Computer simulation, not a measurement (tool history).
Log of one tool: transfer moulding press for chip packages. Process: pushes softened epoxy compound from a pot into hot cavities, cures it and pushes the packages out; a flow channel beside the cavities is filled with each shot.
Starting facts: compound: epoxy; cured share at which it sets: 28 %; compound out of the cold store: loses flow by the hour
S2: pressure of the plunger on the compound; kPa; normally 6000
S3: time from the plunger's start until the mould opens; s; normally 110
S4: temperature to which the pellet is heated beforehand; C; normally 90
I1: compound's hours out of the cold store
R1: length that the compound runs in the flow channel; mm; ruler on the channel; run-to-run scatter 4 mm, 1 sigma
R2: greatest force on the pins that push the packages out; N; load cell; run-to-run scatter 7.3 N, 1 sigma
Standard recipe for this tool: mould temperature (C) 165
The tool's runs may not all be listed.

Run 1, hour 0: usual settings; I1 13.8. Result: R1 701 mm, R2 344 N.
Run 2, hour 21.6: usual settings; I1 39. Result: R1 647 mm, R2 350 N.
Run 3, hour 46.6: usual settings; I1 41.5. Result: R1 638 mm, R2 389 N.
Run 4, hour 68.9: usual settings; I1 11.8. Result: R1 700 mm, R2 421 N.
Run 5, hour 99.6: usual settings but S2 5360 kPa; I1 22.2. Result: R1 638 mm, R2 444 N.
At hour 112.4: cavities cleaned with cleaning compound and waxed.
Run 6, hour 121.6: usual settings but S2 5360 kPa; I1 23.7. Result: R1 628 mm, R2 361 N.
Run 7, hour 149.3: usual settings but S2 5360 kPa, S3 92 s; I1 10.5. Result: R1 656 mm, R2 603 N.
Run 8, hour 169.5: usual settings but S2 6750 kPa; I1 16.9. Result: R1 719 mm, R2 408 N.
Run 9, hour 192.3: usual settings but S2 6750 kPa; I1 24. Result: R1 702 mm, R2 439 N.
Run 10, hour 214.8: usual settings but S3 107 s; I1 26. Result: R1 655 mm, R2 485 N.
At hour 223.9: cavities cleaned with cleaning compound and waxed.
Run 11, hour 240: usual settings but S3 107 s; I1 31.1. Result: R1 649 mm, R2 392 N.
Run 12, hour 255.1: usual settings but S2 5040 kPa, S3 107 s; I1 34.4. Result: R1 587 mm, R2 378 N.
Run 13, hour 269.6: usual settings but S2 5040 kPa, S3 107 s; I1 41.5. Result: R1 570 mm, R2 414 N.
Run 14, hour 282.6: usual settings but S2 5040 kPa, S3 107 s; I1 11. Result: R1 625 mm, R2 449 N.
Run 15, hour 303.7: usual settings but S2 5040 kPa, S3 107 s; I1 45.3. Result: R1 561 mm, R2 420 N.
Run 16, hour 327.3: usual settings but S2 6590 kPa, S3 102 s; I1 18.4. Result: R1 694 mm, R2 509 N.
At hour 335.8: cavities cleaned with cleaning compound and waxed.
Run 17, hour 345.7: usual settings but S2 6590 kPa, S3 102 s; I1 41.1. Result: R1 648 mm, R2 404 N.
Run 18, hour 367.3: usual settings but S2 6590 kPa, S3 102 s; I1 46.7. Result: R1 639 mm, R2 442 N.
Run 19, hour 387.6: usual settings but mould temperature (C) 163, S2 6250 kPa, S3 99 s; I1 11.3. Result: R1 694 mm, R2 635 N.
Run 20, hour 417.6: usual settings but mould temperature (C) 163, S2 6250 kPa, S3 94 s, S4 85 C; I1 21.7. Result: R1 671 mm, R2 731 N.
Run 21, hour 439.7: usual settings but mould temperature (C) 163, S2 6250 kPa, S3 94 s, S4 85 C; I1 16.1. Result: R1 677 mm, R2 770 N.
At hour 448.5: cavities cleaned with cleaning compound and waxed.
Run 22, hour 466.3: usual settings but mould temperature (C) 163, S2 6250 kPa, S3 94 s, S4 85 C; I1 27.7. Result: R1 655 mm, R2 624 N.
Run 23, hour 481.9: usual settings but mould temperature (C) 162, S2 6250 kPa, S3 95 s, S4 85 C; I1 39.7. Result: R1 632 mm, R2 656 N.
Run 24, hour 510.7: usual settings but mould temperature (C) 162, S2 7290 kPa, S3 98 s, S4 85 C; I1 43.1. Result: R1 679 mm, R2 660 N.
Run 25, hour 536.5: usual settings but mould temperature (C) 162, S2 7290 kPa, S3 98 s, S4 85 C; I1 8. Result: R1 749 mm, R2 737 N.
At hour 545.7: plunger's sealing rings changed.
At hour 562.7: cavities cleaned with cleaning compound and waxed.
Run 26, hour 562.7: usual settings but mould temperature (C) 162, S2 7290 kPa, S3 98 s, S4 85 C; I1 47.3. Result: R1 726 mm, R2 545 N.
Run 27, hour 585.6: usual settings but S2 5290 kPa, S3 98 s, S4 84 C; I1 26.4. Result: R1 648 mm, R2 496 N.
Run 28, hour 615.5: usual settings but S2 5290 kPa, S3 98 s, S4 84 C; I1 21.2. Result: R1 643 mm, R2 532 N.

What if the next run were any one of these 3? Each begins from the tool's condition after run 28:
Run A, hour 636.3: usual settings but S2 5290 kPa, S3 98 s, S4 96 C; I1 44.1. Result: R1 ?, R2 ?.
Run B, hour 636.3: usual settings but mould temperature (C) 161, S2 6810 kPa, S3 95 s; I1 26.7. Result: R1 ?, R2 ?.
Run C, hour 636.3: usual settings but S3 120 s; I1 47.4. Result: R1 ?, R2 ?.

run   R1   R2
  A  602  509
  B  731  795
  C  635  379
With no hidden state in the tool, these same runs would have given:
run   R1   R2
  A  605  368
  B  735  576
  C  639  283

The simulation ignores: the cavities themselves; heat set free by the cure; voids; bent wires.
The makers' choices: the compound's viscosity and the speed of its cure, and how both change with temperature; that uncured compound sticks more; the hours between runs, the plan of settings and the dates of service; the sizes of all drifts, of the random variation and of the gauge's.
